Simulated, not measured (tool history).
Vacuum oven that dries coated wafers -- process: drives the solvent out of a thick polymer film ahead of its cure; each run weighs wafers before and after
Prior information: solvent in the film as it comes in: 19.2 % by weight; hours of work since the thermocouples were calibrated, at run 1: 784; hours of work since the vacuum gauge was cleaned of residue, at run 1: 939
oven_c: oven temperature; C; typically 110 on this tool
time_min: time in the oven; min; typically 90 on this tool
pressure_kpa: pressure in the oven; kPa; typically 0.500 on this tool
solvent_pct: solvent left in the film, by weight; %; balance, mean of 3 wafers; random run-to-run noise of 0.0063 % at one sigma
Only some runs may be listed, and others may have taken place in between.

run,hour,oven_c,time_min,pressure_kpa,hours of work since the thermocouples were calibrated,hours of work since the vacuum gauge was cleaned of residue,solvent_pct
1,0.0,110,90,0.500,784,939,0.741
2,51.4,110,90,0.500,818,972,0.744
3,79.0,117,90,0.500,836,990,0.352
4,126.1,117,90,0.500,867,1021,0.352
5,182.0,117,90,0.500,903,1058,0.353
6,208.1,117,90,0.500,920,1075,0.351
7,237.0,110,90,0.500,939,1094,0.756
8,272.3,110,90,0.500,962,1117,0.747
# hour 307.1: oven's thermocouples calibrated
9,323.7,105,90,0.500,11,1149,1.222
10,380.6,110,90,0.500,48,1186,0.748
11,441.5,110,90,0.264,88,1226,0.676
12,472.3,110,90,0.431,108,1246,0.731
13,529.4,110,90,0.431,145,1284,0.725
14,554.8,110,90,0.500,162,1300,0.745
15,600.6,97,90,0.500,192,1330,2.371
16,637.4,110,90,0.500,216,1354,0.745
17,690.7,110,90,0.500,251,1389,0.758
18,715.8,110,90,0.400,267,1405,0.715
19,771.5,110,90,0.400,304,1442,0.721
20,805.9,110,90,0.400,326,1464,0.726
21,837.5,110,90,0.500,347,1485,0.743
22,895.0,110,90,0.353,384,1523,0.702
23,919.7,95,90,0.500,401,1539,2.729
24,962.9,124,45,0.882,429,1567,1.201
25,1024.4,124,45,0.882,469,1607,1.217
26,1064.7,124,112,0.375,495,1634,0.104
27,1113.2,124,112,0.375,527,1665,0.092
28,1167.3,124,112,0.375,563,1701,0.094
29,1221.6,96,109,0.375,598,1736,1.731
30,1262.6,96,109,0.375,625,1763,1.722
31,1289.2,107,133,0.932,642,1780,0.544
32,1322.9,110,51,0.500,664,1802,2.584
33,1371.4,120,90,0.500,696,1834,0.251
34,1399.2,118,81,0.500,714,1852,0.425
35,1457.6,110,81,0.500,752,1891,0.972
36,1488.3,107,90,1.841,773,1911,1.470
37,1540.5,124,69,1.679,807,1945,0.595
38,1578.4,124,69,1.679,831,1970,0.591
39,1639.1,124,69,1.679,871,2009,0.592
40,1674.6,124,69,1.333,894,2032,0.508
41,1709.4,106,76,0.310,917,2055,1.545
42,1757.4,96,131,0.523,948,2087,1.240
# hour 1810.2: oven's thermocouples calibrated
43,1817.8,124,134,1.047,5,2125,0.218
44,1877.5,98,46,1.768,44,2164,6.036
45,1905.8,110,81,0.500,63,2182,0.986
46,1946.1,120,63,1.585,89,2209,0.931

Hidden condition of the tool, last listed run before each entry between runs versus first listed run after:
Runs 8 to 9: oven's thermocouples calibrated (hour 307.1)
  true wafer temperature over the reading, C: 0.03 -> 0
Runs 42 to 43: oven's thermocouples calibrated (hour 1810.2)
  true wafer temperature over the reading, C: 0.03 -> 0
